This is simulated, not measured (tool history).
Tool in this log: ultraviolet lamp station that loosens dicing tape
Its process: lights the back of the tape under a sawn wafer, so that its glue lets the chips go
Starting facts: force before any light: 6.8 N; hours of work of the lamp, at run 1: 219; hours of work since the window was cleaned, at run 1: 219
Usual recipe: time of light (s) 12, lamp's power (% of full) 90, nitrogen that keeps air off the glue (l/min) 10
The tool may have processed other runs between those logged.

run,hour,time of light (s),lamp's power (% of full),nitrogen that keeps air off the glue (l/min),hours of work of the lamp,hours of work since the window was cleaned,force that peels the tape off (N),light that reached the tape (mJ/cm2)
1,0.0,12,90,10,219,219,0.299,259
2,100.1,12,90,10,281,281,0.287,259
3,175.4,12,90,10,327,327,0.295,256
4,277.1,12,90,10,390,390,0.301,258
# hour 364.9: window cleaned of glue's vapour
5,368.1,12,84,10,446,2,0.320,235
6,444.6,12,84,10,493,49,0.333,240
7,514.0,17,74,10,536,92,0.238,298
8,597.3,17,74,10,587,143,0.250,299
9,644.3,8,88,4,616,172,1.118,166
10,713.0,16,85,18,659,215,0.209,326
11,770.6,20,90,13,694,250,0.189,428

Each row is a separate what-if for the run after 11, all from the same tool condition, not one after another. Results?
A,826.3,20,90,17,729,285,?,?
B,826.3,8,69,13,729,285,?,?
C,826.3,13,88,6,729,285,?,?
D,826.3,19,70,16,729,285,?,?

run,force that peels the tape off (N),light that reached the tape (mJ/cm2)
A,0.184,430
B,0.886,128
C,0.359,275
D,0.197,315
The same runs, with their run-to-run variation unchanged, on a tool lacking any hidden condition would have given:
run,force that peels the tape off (N),light that reached the tape (mJ/cm2)
A,0.184,431
B,0.881,129
C,0.357,275
D,0.197,316
